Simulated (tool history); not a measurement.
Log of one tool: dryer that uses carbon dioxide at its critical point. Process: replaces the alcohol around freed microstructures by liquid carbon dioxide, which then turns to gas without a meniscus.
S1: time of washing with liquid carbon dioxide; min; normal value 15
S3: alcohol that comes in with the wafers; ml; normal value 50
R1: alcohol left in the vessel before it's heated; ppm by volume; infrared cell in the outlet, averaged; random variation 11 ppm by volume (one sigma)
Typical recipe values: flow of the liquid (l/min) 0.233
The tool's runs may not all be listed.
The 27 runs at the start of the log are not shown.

run 28 hour=507.7 | S1=15 flow_of_the_liquid_(l/min)=0.164 S3=50 | R1=3775
run 29 hour=524.4 | S1=15 flow_of_the_liquid_(l/min)=0.164 S3=50 | R1=3869
run 30 hour=545.7 | S1=15 flow_of_the_liquid_(l/min)=0.164 S3=50 | R1=3848
run 31 hour=563.8 | S1=15 flow_of_the_liquid_(l/min)=0.164 S3=50 | R1=4012
run 32 hour=585.2 | S1=15 flow_of_the_liquid_(l/min)=0.233 S3=23 | R1=503
run 33 hour=602.1 | S1=15 flow_of_the_liquid_(l/min)=0.233 S3=23 | R1=518
run 34 hour=622.2 | S1=18 flow_of_the_liquid_(l/min)=0.233 S3=38 | R1=361
run 35 hour=636.4 | S1=12 flow_of_the_liquid_(l/min)=0.162 S3=56 | R1=9376

Branching from run 35: 4 alternative next runs. What would each branch give?
run A hour=657.4 | S1=12 flow_of_the_liquid_(l/min)=0.163 S3=67 | R1=?
run B hour=657.4 | S1=13 flow_of_the_liquid_(l/min)=0.197 S3=38 | R1=?
run C hour=657.4 | S1=10 flow_of_the_liquid_(l/min)=0.293 S3=56 | R1=?
run D hour=657.4 | S1=12 flow_of_the_liquid_(l/min)=0.318 S3=56 | R1=?

run=A R1=10828
run=B R1=2860
run=C R1=2613
run=D R1=845
What these runs would have given with no unlogged condition in the tool:
run=A R1=8109
run=B R1=1943
run=C R1=1679
run=D R1=470

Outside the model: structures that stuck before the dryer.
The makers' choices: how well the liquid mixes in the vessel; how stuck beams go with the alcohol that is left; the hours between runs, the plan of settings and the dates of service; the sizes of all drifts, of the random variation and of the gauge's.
